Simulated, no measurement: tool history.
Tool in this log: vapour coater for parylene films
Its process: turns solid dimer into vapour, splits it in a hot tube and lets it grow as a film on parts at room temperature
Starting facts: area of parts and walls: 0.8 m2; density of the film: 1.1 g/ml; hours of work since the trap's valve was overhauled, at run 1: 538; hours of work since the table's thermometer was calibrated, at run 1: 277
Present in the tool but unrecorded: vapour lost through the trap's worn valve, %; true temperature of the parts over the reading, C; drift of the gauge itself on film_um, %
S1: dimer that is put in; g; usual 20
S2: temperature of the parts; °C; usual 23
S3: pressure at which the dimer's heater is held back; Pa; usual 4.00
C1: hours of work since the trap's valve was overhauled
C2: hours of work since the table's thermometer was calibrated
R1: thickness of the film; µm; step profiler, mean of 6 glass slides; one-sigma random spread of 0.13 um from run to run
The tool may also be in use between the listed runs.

run 1 hour=0.0 | S1=20 S2=23 S3=4.00 | C1=538 C2=277 | R1=15.11
run 2 hour=16.5 | S1=14 S2=23 S3=4.00 | C1=544 C2=284 | R1=10.59
run 3 hour=29.1 | S1=14 S2=23 S3=2.80 | C1=549 C2=289 | R1=11.33
run 4 hour=55.2 | S1=18 S2=23 S3=4.00 | C1=560 C2=299 | R1=13.52
run 5 hour=69.7 | S1=20 S2=23 S3=3.50 | C1=566 C2=305 | R1=15.51
run 6 hour=85.2 | S1=20 S2=23 S3=3.50 | C1=572 C2=311 | R1=15.43
run 7 hour=109.4 | S1=17 S2=23 S3=4.00 | C1=582 C2=321 | R1=12.76
run 8 hour=130.7 | S1=17 S2=23 S3=4.00 | C1=590 C2=330 | R1=12.78
-- hour=136.8 trap's valve overhauled
run 9 hour=160.9 | S1=20 S2=23 S3=4.00 | C1=10 C2=340 | R1=14.23
run 10 hour=173.3 | S1=20 S2=23 S3=4.00 | C1=15 C2=345 | R1=14.36
run 11 hour=185.9 | S1=20 S2=23 S3=4.00 | C1=20 C2=350 | R1=14.14
run 12 hour=199.3 | S1=18 S2=34 S3=4.13 | C1=25 C2=356 | R1=9.01
-- hour=220.6 trap's valve overhauled, once more
run 13 hour=223.5 | S1=13 S2=25 S3=6.47 | C1=1 C2=364 | R1=9.23
run 14 hour=251.5 | S1=9 S2=25 S3=3.12 | C1=12 C2=375 | R1=7.42
run 15 hour=270.7 | S1=10 S2=21 S3=4.00 | C1=20 C2=383 | R1=8.91
run 16 hour=292.5 | S1=11 S2=19 S3=4.00 | C1=29 C2=392 | R1=10.30
run 17 hour=305.1 | S1=35 S2=24 S3=2.85 | C1=34 C2=397 | R1=30.71
run 18 hour=333.3 | S1=35 S2=24 S3=2.85 | C1=45 C2=408 | R1=30.07
run 19 hour=355.0 | S1=15 S2=33 S3=7.60 | C1=54 C2=417 | R1=8.06
run 20 hour=367.4 | S1=15 S2=33 S3=7.60 | C1=59 C2=422 | R1=8.15

For run 21, what comes out?
run 21 hour=379.7 | S1=17 S2=23 S3=4.00 | C1=64 C2=427 | R1=?

Run 21 came out at R1 13.99 µm.
With the hidden condition absent and the run-to-run variation left alone, this run would have shown R1 13.97 µm.

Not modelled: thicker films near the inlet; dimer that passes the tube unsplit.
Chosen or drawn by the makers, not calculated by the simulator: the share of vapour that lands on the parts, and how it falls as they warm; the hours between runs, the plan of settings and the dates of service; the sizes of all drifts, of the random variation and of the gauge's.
